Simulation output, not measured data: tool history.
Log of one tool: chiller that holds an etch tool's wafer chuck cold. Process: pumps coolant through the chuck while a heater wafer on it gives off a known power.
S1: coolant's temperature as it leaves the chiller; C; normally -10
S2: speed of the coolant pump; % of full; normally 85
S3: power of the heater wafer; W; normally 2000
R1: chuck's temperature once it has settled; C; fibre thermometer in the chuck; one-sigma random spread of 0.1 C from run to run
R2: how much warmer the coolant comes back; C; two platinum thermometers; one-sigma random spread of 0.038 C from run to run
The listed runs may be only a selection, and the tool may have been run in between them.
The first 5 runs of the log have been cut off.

Run 6, hour 422.6: usual settings. Result: R1 11.7 C, R2 8.15 C.
Run 7, hour 539.0: usual settings but S3 1804 W. Result: R1 9.7 C, R2 7.43 C.
Run 8, hour 653.6: usual settings but S3 1804 W. Result: R1 9.9 C, R2 7.38 C.
Run 9, hour 726.5: usual settings but S1 -5 C. Result: R1 17.1 C, R2 8.27 C.
Run 10, hour 776.1: usual settings but S2 61 % of full. Result: R1 17.2 C, R2 11.45 C.
At hour 785.8: chiller's thermometer calibrated.
Run 11, hour 886.8: usual settings but S2 91 % of full. Result: R1 10.6 C, R2 7.77 C.
Run 12, hour 941.5: usual settings but S2 91 % of full. Result: R1 10.6 C, R2 7.76 C.
Run 13, hour 1024.0: usual settings. Result: R1 11.7 C, R2 8.29 C.
Run 14, hour 1126.8: usual settings. Result: R1 11.7 C, R2 8.31 C.
Run 15, hour 1229.7: usual settings but S1 -9 C. Result: R1 13.1 C, R2 8.26 C.
Run 16, hour 1294.6: usual settings but S1 -9 C. Result: R1 12.8 C, R2 8.36 C.
Run 17, hour 1410.3: usual settings but S1 -11 C. Result: R1 11.2 C, R2 8.28 C.
Run 18, hour 1465.3: usual settings but S1 -9 C, S2 64 % of full, S3 1392 W. Result: R1 9.4 C, R2 7.70 C.
Run 19, hour 1525.2: usual settings but S1 -3 C, S2 81 % of full, S3 1392 W. Result: R1 12.8 C, R2 6.13 C.
Run 20, hour 1632.0: usual settings but S1 -3 C, S2 81 % of full, S3 1392 W. Result: R1 12.8 C, R2 6.12 C.
Run 21, hour 1749.3: usual settings but S1 -3 C, S2 81 % of full, S3 1392 W. Result: R1 13.2 C, R2 6.09 C.
Run 22, hour 1863.4: usual settings but S3 2592 W. Result: R1 18.9 C, R2 10.91 C.

Run 23, settings as shown, results not yet in. Your forecast:
Run 23, hour 1970.8: usual settings but S1 -3 C, S3 2061 W. Result: R1 ?, R2 ?.

R1: 20.1 C
R2: 8.58 C
Take away the tool's hidden state, keep the run-to-run variation as it was, and the same run would have given R1 16.9 C, R2 7.94 C.

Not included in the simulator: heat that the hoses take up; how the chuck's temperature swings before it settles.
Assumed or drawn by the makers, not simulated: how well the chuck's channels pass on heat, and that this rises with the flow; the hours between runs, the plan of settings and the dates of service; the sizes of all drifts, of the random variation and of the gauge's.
